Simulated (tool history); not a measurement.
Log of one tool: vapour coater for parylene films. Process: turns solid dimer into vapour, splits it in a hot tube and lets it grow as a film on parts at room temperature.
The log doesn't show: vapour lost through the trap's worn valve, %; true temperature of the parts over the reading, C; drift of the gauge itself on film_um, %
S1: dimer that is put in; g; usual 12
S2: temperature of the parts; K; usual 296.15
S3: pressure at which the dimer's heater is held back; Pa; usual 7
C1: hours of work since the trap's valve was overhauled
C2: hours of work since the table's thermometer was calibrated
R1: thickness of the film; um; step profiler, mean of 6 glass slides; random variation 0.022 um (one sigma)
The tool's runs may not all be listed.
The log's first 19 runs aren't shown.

run 20 day=32.333 | S1=12 S2=292.15 S3=6.06 | C1=285 C2=354 | R1=2.22
run 21 day=33.692 | S1=12 S2=292.15 S3=6.06 | C1=298 C2=368 | R1=2.27
run 22 day=35.154 | S1=12 S2=292.15 S3=6.06 | C1=313 C2=382 | R1=2.24
run 23 day=36.688 | S1=12 S2=296.15 S3=4.77 | C1=328 C2=398 | R1=1.98
-- day=38.362 trap's valve overhauled
run 24 day=39.171 | S1=11 S2=289.15 S3=6.81 | C1=8 C2=421 | R1=2.35
run 25 day=40.783 | S1=11 S2=289.15 S3=6.81 | C1=24 C2=437 | R1=2.33
run 26 day=42.054 | S1=11 S2=304.15 S3=6.81 | C1=37 C2=450 | R1=1.14
run 27 day=43.312 | S1=5 S2=297.15 S3=4.08 | C1=50 C2=462 | R1=0.81
run 28 day=44.85 | S1=5 S2=297.15 S3=4.08 | C1=65 C2=478 | R1=0.78
run 29 day=46.642 | S1=5 S2=297.15 S3=4.08 | C1=83 C2=496 | R1=0.79
run 30 day=48.688 | S1=5 S2=297.15 S3=4.08 | C1=103 C2=516 | R1=0.82
run 31 day=50.571 | S1=5 S2=297.15 S3=4.08 | C1=122 C2=535 | R1=0.81
run 32 day=52.396 | S1=14 S2=296.15 S3=4.66 | C1=141 C2=553 | R1=2.31
run 33 day=54.088 | S1=14 S2=296.15 S3=4.66 | C1=157 C2=570 | R1=2.33
run 34 day=55.975 | S1=14 S2=296.15 S3=4.66 | C1=176 C2=589 | R1=2.33
run 35 day=57.071 | S1=14 S2=296.15 S3=4.66 | C1=187 C2=600 | R1=2.34
run 36 day=58.471 | S1=12 S2=303.15 S3=5.48 | C1=201 C2=614 | R1=1.38
run 37 day=60.242 | S1=12 S2=291.15 S3=5.74 | C1=219 C2=632 | R1=2.42
run 38 day=62.3 | S1=10 S2=300.15 S3=8.13 | C1=240 C2=653 | R1=1.21
run 39 day=63.562 | S1=13 S2=296.15 S3=5.83 | C1=252 C2=665 | R1=2.05

Run 40 comes next. What will it give?
run 40 day=65.638 | S1=16 S2=290.15 S3=7.67 | C1=273 C2=686 | R1=?

R1: 3.14 um
Without the tool's hidden state the same run would have given R1 3.15 um.
